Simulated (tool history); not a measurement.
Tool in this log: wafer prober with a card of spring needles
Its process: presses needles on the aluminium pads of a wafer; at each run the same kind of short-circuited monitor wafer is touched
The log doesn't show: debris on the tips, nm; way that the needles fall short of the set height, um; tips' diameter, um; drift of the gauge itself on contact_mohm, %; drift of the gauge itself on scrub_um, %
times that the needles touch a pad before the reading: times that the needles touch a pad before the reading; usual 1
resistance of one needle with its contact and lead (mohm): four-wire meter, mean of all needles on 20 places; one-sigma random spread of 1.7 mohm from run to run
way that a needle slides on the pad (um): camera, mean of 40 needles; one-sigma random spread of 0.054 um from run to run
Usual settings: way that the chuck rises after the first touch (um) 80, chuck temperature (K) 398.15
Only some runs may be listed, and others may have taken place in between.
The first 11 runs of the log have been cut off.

run	hour	way that the chuck rises after the first touch (um)	chuck temperature (K)	times that the needles touch a pad before the reading	touches since the tips were cleaned	cleanings since the card got new needles	touches since the first contact's height was set	resistance of one needle with its contact and lead (mohm)	way that a needle slides on the pad (um)
12	102.6	80	398.15	1	6470	24	65002	191	17.97
# hour 105.2: tips cleaned on abrasive film
13	110.9	80	398.15	2	2238	25	68257	180	18.05
14	122.0	80	398.15	1	6636	25	72655	191	18.08
# hour 123.9: tips cleaned on abrasive film
15	132.6	80	398.15	1	3422	26	76793	185	17.88
# hour 142.5: tips cleaned on abrasive film
16	144.7	80	398.15	1	844	27	81526	178	17.97
17	151.2	65	398.15	1	3419	27	84101	196	14.51
18	156.6	70	398.15	2	5542	27	86224	187	15.68
# hour 161.7: tips cleaned on abrasive film
19	167.4	72	331.15	3	2268	28	90466	166	16.05
20	178.7	72	331.15	3	6724	28	94922	174	16.01
# hour 180.4: tips cleaned on abrasive film
21	185.8	72	331.15	3	2116	29	97681	169	16.02
22	192.4	84	398.15	1	4735	29	100300	187	18.86
# hour 199.3: tips cleaned on abrasive film
23	200.7	68	339.15	2	533	30	103522	171	15.20
24	211.0	96	307.15	2	4608	30	107597	161	21.43
# hour 218.8: tips cleaned on abrasive film
25	219.7	80	333.15	2	394	31	111024	162	17.91
26	226.6	69	398.15	1	3097	31	113727	192	15.30
# hour 237.7: tips cleaned on abrasive film
27	238.2	92	398.15	1	190	32	118276	176	20.44
28	245.6	92	398.15	1	3099	32	121185	181	20.61
29	254.7	92	398.15	1	6719	32	124805	185	20.53
# hour 256.4: tips cleaned on abrasive film
30	261.9	81	396.15	2	2201	33	127613	176	18.00
31	269.2	81	396.15	2	5070	33	130482	180	18.05
# hour 274.9: tips cleaned on abrasive film
# hour 275.2: height of the first contact set anew
32	280.6	72	305.15	1	2154	34	2154	171	16.31
33	290.8	72	305.15	1	6177	34	6177	183	16.24

Consider 3 possible next runs. They are alternatives, not a sequence: every one starts from the tool as it was left by run 33. What does each give?
# hour 293.7: tips cleaned on abrasive film
A	302.3	63	386.15	1	3417	35	10690	?	?
# hour 293.7: tips cleaned on abrasive film
B	302.3	80	305.15	1	3417	35	10690	?	?
# hour 293.7: tips cleaned on abrasive film
C	302.3	72	394.15	2	3417	35	10690	?	?

run	resistance of one needle with its contact and lead (mohm)	way that a needle slides on the pad (um)
A	196	14.33
B	169	18.16
C	185	16.43
Had the tool no hidden state, the same runs would have come out as:
run	resistance of one needle with its contact and lead (mohm)	way that a needle slides on the pad (um)
A	172	14.35
B	151	18.17
C	173	16.44
